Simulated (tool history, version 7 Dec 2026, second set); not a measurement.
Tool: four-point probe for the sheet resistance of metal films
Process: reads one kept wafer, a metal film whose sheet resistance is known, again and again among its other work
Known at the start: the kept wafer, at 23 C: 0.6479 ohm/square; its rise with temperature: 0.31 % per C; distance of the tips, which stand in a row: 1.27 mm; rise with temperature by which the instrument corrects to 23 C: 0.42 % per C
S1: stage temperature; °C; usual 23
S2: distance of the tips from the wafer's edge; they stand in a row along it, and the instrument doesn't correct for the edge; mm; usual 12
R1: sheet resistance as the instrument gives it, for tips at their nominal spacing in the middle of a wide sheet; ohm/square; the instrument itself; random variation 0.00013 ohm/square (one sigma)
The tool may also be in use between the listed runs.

run   hour  S1  S2        R1
  1    0.0  23  12  0.652527
  2   48.9  23  12  0.652248
  3  120.1  23  12  0.652088
  4  168.8  28  12  0.648913
  5  243.1  28  12  0.648842
  6  281.1  28  12  0.648816
  7  326.5  28  12  0.648469
  8  388.9  19  12  0.654685
  9  459.6  33  75  0.641540
 10  499.9  33  75  0.641520
 11  563.5  23   9  0.654629
 12  630.8  31  27  0.643432
 13  694.1  19  11  0.654721
 14  747.3  29  16  0.645631

Forecast each of these 5 alternatives for the next run:
  A  782.5  26  12   ?
  B  782.5  33  29   ?
  C  782.5  25  16   ?
  D  782.5  25  16   ?
  E  782.5  23  15   ?

run        R1
  A  0.649401
  B  0.641752
  C  0.648244
  D  0.648231
  E  0.649813
Without the tool's hidden state the same runs would have given:
run        R1
  A  0.649900
  B  0.642257
  C  0.648741
  D  0.648728
  E  0.650308
